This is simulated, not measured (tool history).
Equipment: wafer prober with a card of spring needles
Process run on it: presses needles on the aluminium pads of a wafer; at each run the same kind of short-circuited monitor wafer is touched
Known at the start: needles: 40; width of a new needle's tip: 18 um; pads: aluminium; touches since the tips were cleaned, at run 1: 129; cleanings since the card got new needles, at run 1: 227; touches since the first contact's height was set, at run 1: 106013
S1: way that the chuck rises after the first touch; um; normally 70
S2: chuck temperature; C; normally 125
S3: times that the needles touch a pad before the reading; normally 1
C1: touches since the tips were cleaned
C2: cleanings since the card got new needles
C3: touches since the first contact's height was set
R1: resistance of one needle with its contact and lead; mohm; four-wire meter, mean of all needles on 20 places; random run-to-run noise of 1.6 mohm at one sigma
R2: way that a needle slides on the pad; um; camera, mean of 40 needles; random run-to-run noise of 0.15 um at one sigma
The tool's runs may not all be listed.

| run | day | S1 | S2 | S3 | C1 | C2 | C3 | R1 | R2 |
|---|---|---|---|---|---|---|---|---|---|
| 1 | 0.000 | 70 | 125 | 1 | 129 | 227 | 106013 | 180 | 16.63 |
|  | 0.217 | tips cleaned on abrasive film |
|  | 0.483 | tips cleaned on abrasive film |
|  | 0.754 | tips cleaned on abrasive film |
|  | 1.021 | tips cleaned on abrasive film |
|  | 1.292 | tips cleaned on abrasive film |
|  | 1.558 | tips cleaned on abrasive film |
|  | 1.775 | tips cleaned on abrasive film |
|  | 2.046 | tips cleaned on abrasive film |
|  | 2.312 | tips cleaned on abrasive film |
|  | 2.529 | tips cleaned on abrasive film |
|  | 2.796 | tips cleaned on abrasive film |
| 2 | 2.929 | 70 | 125 | 1 | 1819 | 238 | 145287 | 221 | 16.27 |
|  | 3.042 | tips cleaned on abrasive film |
|  | 3.258 | tips cleaned on abrasive film |
|  | 3.525 | tips cleaned on abrasive film |
|  | 3.742 | tips cleaned on abrasive film |
|  | 4.008 | tips cleaned on abrasive film |
|  | 4.279 | tips cleaned on abrasive film |
|  | 4.546 | tips cleaned on abrasive film |
|  | 4.762 | tips cleaned on abrasive film |
|  | 5.033 | tips cleaned on abrasive film |
|  | 5.250 | tips cleaned on abrasive film |
|  | 5.517 | tips cleaned on abrasive film |
|  | 5.788 | tips cleaned on abrasive film |
| 3 | 5.792 | 70 | 125 | 1 | 96 | 250 | 183560 | 182 | 15.67 |
|  | 6.008 | tips cleaned on abrasive film |
|  | 6.279 | tips cleaned on abrasive film |
|  | 6.546 | tips cleaned on abrasive film |
|  | 6.817 | tips cleaned on abrasive film |
|  | 7.083 | tips cleaned on abrasive film |
|  | 7.354 | tips cleaned on abrasive film |
|  | 7.621 | tips cleaned on abrasive film |
|  | 7.888 | tips cleaned on abrasive film |
| 4 | 7.975 | 53 | 125 | 1 | 1162 | 258 | 212814 | 268 | 11.34 |
|  | 8.138 | tips cleaned on abrasive film |
|  | 8.354 | tips cleaned on abrasive film |
|  | 8.621 | tips cleaned on abrasive film |
|  | 8.892 | tips cleaned on abrasive film |
|  | 9.158 | tips cleaned on abrasive film |
|  | 9.171 | height of the first contact set anew |
|  | 9.442 | tips cleaned on abrasive film |
|  | 9.708 | tips cleaned on abrasive film |
| 5 | 9.904 | 53 | 125 | 1 | 2634 | 265 | 9837 | 320 | 10.91 |
|  | 9.962 | tips cleaned on abrasive film |
|  | 10.229 | tips cleaned on abrasive film |
|  | 10.500 | tips cleaned on abrasive film |
|  | 10.767 | tips cleaned on abrasive film |
|  | 11.033 | tips cleaned on abrasive film |
|  | 11.250 | tips cleaned on abrasive film |
|  | 11.521 | tips cleaned on abrasive film |
|  | 11.788 | tips cleaned on abrasive film |
|  | 12.058 | tips cleaned on abrasive film |
|  | 12.325 | tips cleaned on abrasive film |
|  | 12.542 | tips cleaned on abrasive film |
| 6 | 12.654 | 53 | 125 | 1 | 1535 | 276 | 46667 | 302 | 10.37 |
|  | 12.762 | tips cleaned on abrasive film |
|  | 13.033 | tips cleaned on abrasive film |
|  | 13.250 | tips cleaned on abrasive film |
|  | 13.517 | tips cleaned on abrasive film |
|  | 13.788 | tips cleaned on abrasive film |
|  | 14.054 | tips cleaned on abrasive film |
|  | 14.325 | tips cleaned on abrasive film |
|  | 14.592 | tips cleaned on abrasive film |
|  | 14.817 | height of the first contact set anew, once more |
|  | 14.875 | tips cleaned on abrasive film |
|  | 15.096 | tips cleaned on abrasive film |
| 7 | 15.096 | 70 | 125 | 1 | 0 | 286 | 3700 | 178 | 17.21 |
|  | 15.367 | tips cleaned on abrasive film |
|  | 15.633 | tips cleaned on abrasive film |
|  | 15.850 | tips cleaned on abrasive film |
|  | 16.121 | tips cleaned on abrasive film |
|  | 16.388 | tips cleaned on abrasive film |
| 8 | 16.421 | 70 | 125 | 1 | 446 | 291 | 21432 | 191 | 17.06 |
|  | 16.638 | tips cleaned on abrasive film |
|  | 16.904 | tips cleaned on abrasive film |
|  | 17.175 | tips cleaned on abrasive film |
|  | 17.442 | tips cleaned on abrasive film |
|  | 17.712 | tips cleaned on abrasive film |
|  | 17.979 | tips cleaned on abrasive film |
|  | 18.250 | tips cleaned on abrasive film |
| 9 | 18.346 | 70 | 125 | 1 | 1348 | 298 | 47271 | 223 | 16.89 |
|  | 18.512 | tips cleaned on abrasive film |
|  | 18.779 | tips cleaned on abrasive film |
|  | 18.996 | tips cleaned on abrasive film |
|  | 19.262 | tips cleaned on abrasive film |
|  | 19.533 | tips cleaned on abrasive film |
|  | 19.800 | tips cleaned on abrasive film |
| 10 | 19.850 | 70 | 125 | 2 | 664 | 304 | 67384 | 187 | 16.92 |
|  | 20.067 | tips cleaned on abrasive film |
|  | 20.333 | tips cleaned on abrasive film |
|  | 20.604 | tips cleaned on abrasive film |
|  | 20.821 | tips cleaned on abrasive film |
|  | 21.088 | tips cleaned on abrasive film |
|  | 21.358 | tips cleaned on abrasive film |
| 11 | 21.400 | 70 | 125 | 2 | 606 | 310 | 88158 | 187 | 16.58 |
|  | 21.617 | tips cleaned on abrasive film |
|  | 21.888 | tips cleaned on abrasive film |
|  | 22.154 | tips cleaned on abrasive film |
|  | 22.425 | tips cleaned on abrasive film |
|  | 22.692 | tips cleaned on abrasive film |
|  | 22.962 | tips cleaned on abrasive film |
|  | 23.229 | tips cleaned on abrasive film |
| 12 | 23.371 | 85 | 53 | 2 | 1904 | 317 | 114552 | 184 | 20.40 |
|  | 23.479 | tips cleaned on abrasive film |
|  | 23.750 | tips cleaned on abrasive film |
|  | 24.017 | tips cleaned on abrasive film |
|  | 24.233 | tips cleaned on abrasive film |
|  | 24.500 | tips cleaned on abrasive film |
|  | 24.771 | tips cleaned on abrasive film |
|  | 25.038 | tips cleaned on abrasive film |
|  | 25.308 | tips cleaned on abrasive film |
|  | 25.575 | tips cleaned on abrasive film |
|  | 25.842 | tips cleaned on abrasive film |
| 13 | 25.842 | 85 | 77 | 1 | 0 | 327 | 147621 | 168 | 20.09 |
|  | 26.058 | tips cleaned on abrasive film |
|  | 26.325 | tips cleaned on abrasive film |
|  | 26.596 | tips cleaned on abrasive film |
|  | 26.862 | tips cleaned on abrasive film |
|  | 27.079 | tips cleaned on abrasive film |
|  | 27.346 | tips cleaned on abrasive film |
|  | 27.617 | tips cleaned on abrasive film |
|  | 27.883 | tips cleaned on abrasive film |
|  | 28.154 | tips cleaned on abrasive film |
| 14 | 28.250 | 86 | 40 | 1 | 1335 | 336 | 179929 | 190 | 20.08 |
|  | 28.412 | tips cleaned on abrasive film |
|  | 28.629 | tips cleaned on abrasive film |
|  | 28.900 | tips cleaned on abrasive film |
|  | 29.167 | tips cleaned on abrasive film |
|  | 29.438 | tips cleaned on abrasive film |
|  | 29.654 | tips cleaned on abrasive film |
|  | 29.921 | tips cleaned on abrasive film |
|  | 30.192 | tips cleaned on abrasive film |
| 15 | 30.296 | 86 | 40 | 1 | 1455 | 344 | 207315 | 193 | 19.28 |
|  | 30.408 | tips cleaned on abrasive film |
|  | 30.675 | tips cleaned on abrasive film |
|  | 30.946 | tips cleaned on abrasive film |
|  | 31.212 | tips cleaned on abrasive film |
|  | 31.483 | tips cleaned on abrasive film |
|  | 31.750 | tips cleaned on abrasive film |
|  | 31.867 | height of the first contact set anew |
|  | 31.979 | tips cleaned on abrasive film |
|  | 32.246 | tips cleaned on abrasive film |
|  | 32.462 | tips cleaned on abrasive film |
| 16 | 32.529 | 86 | 40 | 1 | 879 | 353 | 8803 | 188 | 21.60 |
|  | 32.692 | tips cleaned on abrasive film |
|  | 32.908 | tips cleaned on abrasive film |
|  | 33.175 | tips cleaned on abrasive film |
|  | 33.392 | tips cleaned on abrasive film |
|  | 33.658 | tips cleaned on abrasive film |
| 17 | 33.829 | 86 | 40 | 1 | 2320 | 358 | 26250 | 205 | 21.18 |
|  | 33.888 | tips cleaned on abrasive film |
|  | 34.154 | tips cleaned on abrasive film |
|  | 34.425 | tips cleaned on abrasive film |
|  | 34.642 | tips cleaned on abrasive film |
|  | 34.908 | tips cleaned on abrasive film |
| 18 | 35.062 | 71 | 54 | 2 | 2061 | 363 | 42717 | 200 | 17.17 |

Consider 5 possible next runs. They are alternatives, not a sequence: every one starts from the tool as it was left by run 18. What does each give?
|  | 35.171 | tips cleaned on abrasive film |
|  | 35.442 | tips cleaned on abrasive film |
|  | 35.708 | tips cleaned on abrasive film |
|  | 35.979 | tips cleaned on abrasive film |
|  | 36.246 | tips cleaned on abrasive film |
|  | 36.517 | tips cleaned on abrasive film |
|  | 36.762 | tips cleaned on abrasive film |
| A | 36.762 | 70 | 54 | 1 | 0 | 370 | 65506 | ? | ? |
|  | 35.171 | tips cleaned on abrasive film |
|  | 35.442 | tips cleaned on abrasive film |
|  | 35.708 | tips cleaned on abrasive film |
|  | 35.979 | tips cleaned on abrasive film |
|  | 36.246 | tips cleaned on abrasive film |
|  | 36.517 | tips cleaned on abrasive film |
|  | 36.762 | tips cleaned on abrasive film |
| B | 36.762 | 65 | 125 | 1 | 0 | 370 | 65506 | ? | ? |
|  | 35.171 | tips cleaned on abrasive film |
|  | 35.442 | tips cleaned on abrasive film |
|  | 35.708 | tips cleaned on abrasive film |
|  | 35.979 | tips cleaned on abrasive film |
|  | 36.246 | tips cleaned on abrasive film |
|  | 36.517 | tips cleaned on abrasive film |
|  | 36.762 | tips cleaned on abrasive film |
| C | 36.762 | 53 | 125 | 1 | 0 | 370 | 65506 | ? | ? |
|  | 35.171 | tips cleaned on abrasive film |
|  | 35.442 | tips cleaned on abrasive film |
|  | 35.708 | tips cleaned on abrasive film |
|  | 35.979 | tips cleaned on abrasive film |
|  | 36.246 | tips cleaned on abrasive film |
|  | 36.517 | tips cleaned on abrasive film |
|  | 36.762 | tips cleaned on abrasive film |
| D | 36.762 | 51 | 115 | 2 | 0 | 370 | 65506 | ? | ? |
|  | 35.171 | tips cleaned on abrasive film |
|  | 35.442 | tips cleaned on abrasive film |
|  | 35.708 | tips cleaned on abrasive film |
|  | 35.979 | tips cleaned on abrasive film |
|  | 36.246 | tips cleaned on abrasive film |
|  | 36.517 | tips cleaned on abrasive film |
|  | 36.762 | tips cleaned on abrasive film |
| E | 36.762 | 82 | 125 | 1 | 0 | 370 | 65506 | ? | ? |

| run | R1 | R2 |
|---|---|---|
| A | 172 | 16.82 |
| B | 186 | 15.65 |
| C | 198 | 12.58 |
| D | 193 | 12.07 |
| E | 177 | 19.76 |
Had the tool no hidden state, the same runs would have come out as:
| run | R1 | R2 |
|---|---|---|
| A | 152 | 17.41 |
| B | 163 | 16.24 |
| C | 167 | 13.16 |
| D | 166 | 12.66 |
| E | 161 | 20.35 |

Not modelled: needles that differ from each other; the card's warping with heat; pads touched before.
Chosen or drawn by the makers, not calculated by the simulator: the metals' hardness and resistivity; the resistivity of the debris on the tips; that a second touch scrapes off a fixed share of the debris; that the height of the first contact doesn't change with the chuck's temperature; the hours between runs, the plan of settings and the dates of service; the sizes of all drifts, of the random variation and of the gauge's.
